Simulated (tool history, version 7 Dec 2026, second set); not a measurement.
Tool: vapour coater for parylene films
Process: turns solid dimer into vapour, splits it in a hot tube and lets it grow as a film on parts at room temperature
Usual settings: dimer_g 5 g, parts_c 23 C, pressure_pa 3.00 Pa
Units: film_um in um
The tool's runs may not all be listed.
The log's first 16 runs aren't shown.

{"run": 17, "hour": 231.7, "dimer_g": 5, "parts_c": 23, "pressure_pa": 2.87, "film_um": 1.413}
{"run": 18, "hour": 248.0, "dimer_g": 5, "parts_c": 23, "pressure_pa": 2.87, "film_um": 1.398}
{"run": 19, "hour": 263.4, "dimer_g": 5, "parts_c": 23, "pressure_pa": 2.37, "film_um": 1.423}
{"run": 20, "hour": 275.0, "dimer_g": 5, "parts_c": 23, "pressure_pa": 2.37, "film_um": 1.417}
{"run": 21, "hour": 286.8, "dimer_g": 7, "parts_c": 17, "pressure_pa": 11.92, "film_um": 1.953}
{"run": 22, "hour": 298.7, "dimer_g": 4, "parts_c": 17, "pressure_pa": 5.56, "film_um": 1.207}
{"run": 23, "hour": 309.5, "dimer_g": 2, "parts_c": 23, "pressure_pa": 8.27, "film_um": 0.495}
{"run": 24, "hour": 325.3, "dimer_g": 3, "parts_c": 23, "pressure_pa": 2.96, "film_um": 0.821}
{"run": 25, "hour": 334.0, "dimer_g": 2, "parts_c": 31, "pressure_pa": 2.96, "film_um": 0.448}
{"hour": 336.6, "done": "table's thermometer calibrated"}
{"run": 26, "hour": 355.3, "dimer_g": 4, "parts_c": 23, "pressure_pa": 2.96, "film_um": 1.102}
{"run": 27, "hour": 368.6, "dimer_g": 4, "parts_c": 23, "pressure_pa": 2.96, "film_um": 1.087}
{"run": 28, "hour": 389.1, "dimer_g": 4, "parts_c": 27, "pressure_pa": 9.16, "film_um": 0.873}
{"run": 29, "hour": 401.0, "dimer_g": 4, "parts_c": 27, "pressure_pa": 9.16, "film_um": 0.874}
{"run": 30, "hour": 412.5, "dimer_g": 4, "parts_c": 27, "pressure_pa": 9.16, "film_um": 0.873}
{"hour": 421.7, "done": "trap's valve overhauled"}
{"hour": 433.0, "done": "table's thermometer calibrated, once more"}
{"run": 31, "hour": 438.1, "dimer_g": 6, "parts_c": 32, "pressure_pa": 3.0, "film_um": 1.358}
{"run": 32, "hour": 457.6, "dimer_g": 4, "parts_c": 24, "pressure_pa": 8.08, "film_um": 1.005}
{"run": 33, "hour": 470.5, "dimer_g": 5, "parts_c": 31, "pressure_pa": 5.74, "film_um": 1.093}
{"run": 34, "hour": 487.3, "dimer_g": 5, "parts_c": 31, "pressure_pa": 5.74, "film_um": 1.076}
{"run": 35, "hour": 500.8, "dimer_g": 5, "parts_c": 31, "pressure_pa": 5.74, "film_um": 1.071}
{"run": 36, "hour": 519.2, "dimer_g": 6, "parts_c": 23, "pressure_pa": 4.45, "film_um": 1.618}
{"run": 37, "hour": 533.4, "dimer_g": 6, "parts_c": 23, "pressure_pa": 4.45, "film_um": 1.617}
{"run": 38, "hour": 553.2, "dimer_g": 6, "parts_c": 23, "pressure_pa": 4.45, "film_um": 1.595}
{"run": 39, "hour": 568.3, "dimer_g": 4, "parts_c": 23, "pressure_pa": 8.26, "film_um": 1.007}

Forecast each of these 5 alternatives for the next run:
{"run": "A", "hour": 583.9, "dimer_g": 5, "parts_c": 22, "pressure_pa": 3.0, "film_um": "?"}
{"run": "B", "hour": 583.9, "dimer_g": 9, "parts_c": 29, "pressure_pa": 6.3, "film_um": "?"}
{"run": "C", "hour": 583.9, "dimer_g": 4, "parts_c": 23, "pressure_pa": 4.09, "film_um": "?"}
{"run": "D", "hour": 583.9, "dimer_g": 7, "parts_c": 23, "pressure_pa": 10.43, "film_um": "?"}
{"run": "E", "hour": 583.9, "dimer_g": 4, "parts_c": 23, "pressure_pa": 4.61, "film_um": "?"}

run=A film_um=1.437
run=B film_um=1.986
run=C film_um=1.080
run=D film_um=1.705
run=E film_um=1.061
Without the tool's hidden state the same runs would have given:
run=A film_um=1.492
run=B film_um=2.063
run=C film_um=1.122
run=D film_um=1.771
run=E film_um=1.102

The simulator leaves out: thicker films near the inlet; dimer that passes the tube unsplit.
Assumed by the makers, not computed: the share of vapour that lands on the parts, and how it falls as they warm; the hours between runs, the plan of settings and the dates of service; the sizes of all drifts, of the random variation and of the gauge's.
